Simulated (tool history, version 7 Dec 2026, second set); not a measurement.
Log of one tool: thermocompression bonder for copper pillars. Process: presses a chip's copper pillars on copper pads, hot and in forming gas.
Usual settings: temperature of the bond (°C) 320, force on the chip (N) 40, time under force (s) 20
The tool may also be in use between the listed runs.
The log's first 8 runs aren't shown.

| run | hour | temperature of the bond (°C) | force on the chip (N) | time under force (s) | hours of work since the heater was calibrated | hours of work since the force cell was calibrated | hours of work since the gas filter was changed | force that shears a chip off (N) |
|---|---|---|---|---|---|---|---|---|
| 9 | 350.8 | 320 | 31 | 20 | 667 | 594 | 282 | 24.3 |
| 10 | 399.3 | 320 | 31 | 20 | 688 | 615 | 303 | 24.4 |
| 11 | 452.1 | 320 | 31 | 20 | 711 | 637 | 326 | 24.2 |
| 12 | 488.2 | 320 | 31 | 20 | 727 | 653 | 341 | 24.1 |
| 13 | 520.6 | 320 | 40 | 20 | 741 | 667 | 355 | 32.1 |
|  | 554.7 | forming gas filter changed |
| 14 | 570.5 | 320 | 40 | 20 | 762 | 689 | 7 | 32 |
| 15 | 600.4 | 320 | 40 | 20 | 775 | 701 | 20 | 32.2 |
| 16 | 649.2 | 320 | 40 | 20 | 796 | 723 | 41 | 32.2 |
| 17 | 709.7 | 320 | 40 | 20 | 823 | 749 | 67 | 32.4 |
| 18 | 761 | 320 | 40 | 20 | 845 | 771 | 89 | 32.2 |
| 19 | 790.6 | 320 | 40 | 20 | 858 | 784 | 102 | 32.1 |
| 20 | 823.8 | 320 | 40 | 33 | 872 | 798 | 116 | 38.7 |
| 21 | 853.9 | 326 | 40 | 20 | 885 | 811 | 129 | 33.8 |
| 22 | 899.4 | 345 | 29 | 15 | 905 | 831 | 149 | 26.5 |
| 23 | 936.5 | 345 | 29 | 15 | 921 | 847 | 165 | 25.8 |
| 24 | 969.2 | 345 | 29 | 15 | 935 | 861 | 179 | 25.8 |
| 25 | 1019.1 | 345 | 29 | 15 | 956 | 883 | 201 | 26 |
| 26 | 1063.6 | 345 | 29 | 15 | 976 | 902 | 220 | 26.1 |
| 27 | 1093.5 | 317 | 28 | 40 | 989 | 915 | 233 | 28.2 |
| 28 | 1129.9 | 317 | 25 | 25 | 1004 | 931 | 249 | 20.3 |
| 29 | 1163.4 | 330 | 40 | 48 | 1019 | 945 | 263 | 47.7 |
| 30 | 1192.5 | 312 | 27 | 20 | 1031 | 958 | 276 | 19 |
| 31 | 1241.7 | 331 | 43 | 16 | 1053 | 979 | 297 | 35.2 |

The next listed run, before its measurement:
| 32 | 1282.6 | 305 | 41 | 58 | 1070 | 997 | 315 | ? |

{"run 32": {"force that shears a chip off (N)": 41.9}}
Without the tool's hidden state the same run would have given force that shears a chip off (N) 41.9.

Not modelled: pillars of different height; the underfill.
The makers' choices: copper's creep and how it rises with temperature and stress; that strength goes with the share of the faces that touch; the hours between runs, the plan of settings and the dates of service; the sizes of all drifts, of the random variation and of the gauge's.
